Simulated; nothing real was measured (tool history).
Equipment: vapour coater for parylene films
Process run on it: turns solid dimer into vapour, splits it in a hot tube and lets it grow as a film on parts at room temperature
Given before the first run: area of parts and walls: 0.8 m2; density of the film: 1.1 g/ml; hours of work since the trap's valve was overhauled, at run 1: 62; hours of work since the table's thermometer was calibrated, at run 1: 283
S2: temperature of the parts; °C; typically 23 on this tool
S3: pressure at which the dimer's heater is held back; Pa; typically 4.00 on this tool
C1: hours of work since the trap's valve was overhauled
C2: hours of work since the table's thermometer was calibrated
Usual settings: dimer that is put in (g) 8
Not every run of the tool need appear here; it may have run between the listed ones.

Run 1, hour 0.0: usual settings; C1 62; C2 283. Result: thickness of the film (µm) 5.63.
Run 2, hour 56.2: usual settings but S2 15 °C; C1 103; C2 324. Result: thickness of the film (µm) 7.52.
Run 3, hour 97.4: usual settings but S2 15 °C; C1 133; C2 355. Result: thickness of the film (µm) 7.44.
Run 4, hour 163.2: usual settings but S2 15 °C; C1 182; C2 403. Result: thickness of the film (µm) 7.35.
Run 5, hour 206.3: usual settings but S2 26 °C; C1 214; C2 435. Result: thickness of the film (µm) 5.01.
Run 6, hour 273.8: usual settings; C1 263; C2 485. Result: thickness of the film (µm) 5.47.
Run 7, hour 303.2: usual settings; C1 285; C2 506. Result: thickness of the film (µm) 5.40.
Run 8, hour 359.3: usual settings but S2 21 °C; C1 326; C2 548. Result: thickness of the film (µm) 5.80.
Run 9, hour 409.5: usual settings but S2 21 °C; C1 363; C2 585. Result: thickness of the film (µm) 5.82.
Run 10, hour 438.7: usual settings but dimer that is put in (g) 13; C1 385; C2 606. Result: thickness of the film (µm) 8.68.
Run 11, hour 498.0: usual settings but dimer that is put in (g) 13; C1 429; C2 650. Result: thickness of the film (µm) 8.69.
Run 12, hour 541.0: usual settings; C1 460; C2 682. Result: thickness of the film (µm) 5.27.
Run 13, hour 591.0: usual settings; C1 497; C2 718. Result: thickness of the film (µm) 5.26.
At hour 634.4: trap's valve overhauled.
Run 14, hour 645.3: usual settings but S3 8.22 Pa; C1 8; C2 755. Result: thickness of the film (µm) 5.38.
Run 15, hour 707.3: usual settings but S3 8.22 Pa; C1 54; C2 801. Result: thickness of the film (µm) 5.29.
Run 16, hour 748.1: usual settings but S3 8.22 Pa; C1 84; C2 831. Result: thickness of the film (µm) 5.27.
At hour 771.7: table's thermometer calibrated.
Run 17, hour 788.5: usual settings but S3 8.22 Pa; C1 113; C2 12. Result: thickness of the film (µm) 5.48.
Run 18, hour 851.0: usual settings but dimer that is put in (g) 7, S3 8.22 Pa; C1 159; C2 58. Result: thickness of the film (µm) 4.74.
Run 19, hour 895.9: usual settings; C1 192; C2 92. Result: thickness of the film (µm) 5.70.
Run 20, hour 949.1: usual settings but S3 7.27 Pa; C1 231; C2 131. Result: thickness of the film (µm) 5.37.
Run 21, hour 994.9: usual settings but S2 32 °C; C1 265; C2 165. Result: thickness of the film (µm) 4.09.
Run 22, hour 1036.2: usual settings but S2 32 °C; C1 295; C2 195. Result: thickness of the film (µm) 4.05.
Run 23, hour 1085.8: usual settings; C1 332; C2 232. Result: thickness of the film (µm) 5.51.
Run 24, hour 1149.3: usual settings; C1 379; C2 278. Result: thickness of the film (µm) 5.47.
Run 25, hour 1202.2: usual settings; C1 418; C2 317. Result: thickness of the film (µm) 5.44.
Run 26, hour 1260.6: usual settings but dimer that is put in (g) 6, S3 2.69 Pa; C1 461; C2 360. Result: thickness of the film (µm) 4.19.
Run 27, hour 1312.0: usual settings but dimer that is put in (g) 4, S2 19 °C, S3 3.29 Pa; C1 499; C2 398. Result: thickness of the film (µm) 3.14.
Run 28, hour 1346.1: usual settings but dimer that is put in (g) 3, S2 20 °C, S3 2.05 Pa; C1 524; C2 423. Result: thickness of the film (µm) 2.36.
At hour 1355.9: trap's valve overhauled.
Run 29, hour 1395.2: usual settings but dimer that is put in (g) 7, S2 20 °C, S3 7.36 Pa; C1 29; C2 457. Result: thickness of the film (µm) 5.35.
Run 30, hour 1461.6: usual settings but dimer that is put in (g) 7, S2 20 °C, S3 7.36 Pa; C1 78; C2 506. Result: thickness of the film (µm) 5.31.
Run 31, hour 1504.6: usual settings but dimer that is put in (g) 7, S2 15 °C; C1 110; C2 537. Result: thickness of the film (µm) 6.59.
Run 32, hour 1551.3: usual settings but dimer that is put in (g) 7, S2 16 °C; C1 144; C2 572. Result: thickness of the film (µm) 6.31.
Run 33, hour 1599.7: usual settings but dimer that is put in (g) 11, S3 2.58 Pa; C1 180; C2 607. Result: thickness of the film (µm) 7.93.
Run 34, hour 1662.6: usual settings but S2 25 °C; C1 226; C2 654. Result: thickness of the film (µm) 5.17.
Run 35, hour 1730.1: usual settings but dimer that is put in (g) 7, S2 34 °C, S3 10.67 Pa; C1 276; C2 704. Result: thickness of the film (µm) 3.03.
Run 36, hour 1778.7: usual settings but dimer that is put in (g) 7, S2 34 °C, S3 10.67 Pa; C1 312; C2 739. Result: thickness of the film (µm) 3.01.
Run 37, hour 1845.4: usual settings but dimer that is put in (g) 7, S2 34 °C, S3 10.67 Pa; C1 361; C2 789. Result: thickness of the film (µm) 3.00.
Run 38, hour 1883.3: usual settings but dimer that is put in (g) 7, S2 31 °C, S3 10.67 Pa; C1 389; C2 817. Result: thickness of the film (µm) 3.35.
Run 39, hour 1912.0: usual settings but dimer that is put in (g) 6, S3 2.62 Pa; C1 410; C2 838. Result: thickness of the film (µm) 4.14.
At hour 1929.1: table's thermometer calibrated.
Run 40, hour 1941.9: usual settings but dimer that is put in (g) 7, S3 5.12 Pa; C1 431; C2 9. Result: thickness of the film (µm) 4.62.
Run 41, hour 1976.0: usual settings but dimer that is put in (g) 11, S2 16 °C, S3 11.41 Pa; C1 456; C2 35. Result: thickness of the film (µm) 8.77.
Run 42, hour 2034.0: usual settings but dimer that is put in (g) 11, S2 16 °C, S3 11.41 Pa; C1 499; C2 77. Result: thickness of the film (µm) 8.71.
At hour 2076.2: trap's valve overhauled.
Run 43, hour 2086.4: usual settings but dimer that is put in (g) 11, S2 16 °C, S3 11.41 Pa; C1 8; C2 113. Result: thickness of the film (µm) 9.40.
Run 44, hour 2145.2: usual settings but dimer that is put in (g) 11, S2 25 °C, S3 4.56 Pa; C1 51; C2 156. Result: thickness of the film (µm) 7.24.
Run 45, hour 2188.3: usual settings but dimer that is put in (g) 11, S2 16 °C, S3 9.69 Pa; C1 83; C2 188. Result: thickness of the film (µm) 9.35.
Run 46, hour 2218.6: usual settings but S2 28 °C; C1 105; C2 211. Result: thickness of the film (µm) 4.68.
Run 47, hour 2279.5: usual settings but S2 28 °C; C1 150; C2 255. Result: thickness of the film (µm) 4.71.

How the hidden state differs across the entries between the runs, from the last listed run before each to the first after it:
Logged between run 13 and run 14: trap's valve overhauled (hour 634.4)
  vapour lost through the trap's worn valve, %: 7.7 -> 0.7; true temperature of the parts over the reading, C: 0.67 -> 0.7
  measured value less the no-hidden-state value, thickness of the film (µm): -0.57 -> -0.17
Logged between run 16 and run 17: table's thermometer calibrated (hour 771.7)
  vapour lost through the trap's worn valve, %: 1.8 -> 2.2; true temperature of the parts over the reading, C: 0.76 -> -0.23
  measured value less the no-hidden-state value, thickness of the film (µm): -0.24 -> -0.08
Logged between run 28 and run 29: trap's valve overhauled (hour 1355.9)
  vapour lost through the trap's worn valve, %: 8 -> 0.6; true temperature of the parts over the reading, C: 0.11 -> 0.14
  measured value less the no-hidden-state value, thickness of the film (µm): -0.21 -> -0.06
Logged between run 39 and run 40: table's thermometer calibrated (hour 1929.1)
  vapour lost through the trap's worn valve, %: 6 -> 6.3; true temperature of the parts over the reading, C: 0.45 -> 0.2
  measured value less the no-hidden-state value, thickness of the film (µm): -0.34 -> -0.34
Logged between run 42 and run 43: trap's valve overhauled (hour 2076.2)
  vapour lost through the trap's worn valve, %: 7.3 -> 0.4; true temperature of the parts over the reading, C: 0.26 -> 0.29
  measured value less the no-hidden-state value, thickness of the film (µm): -0.78 -> -0.13
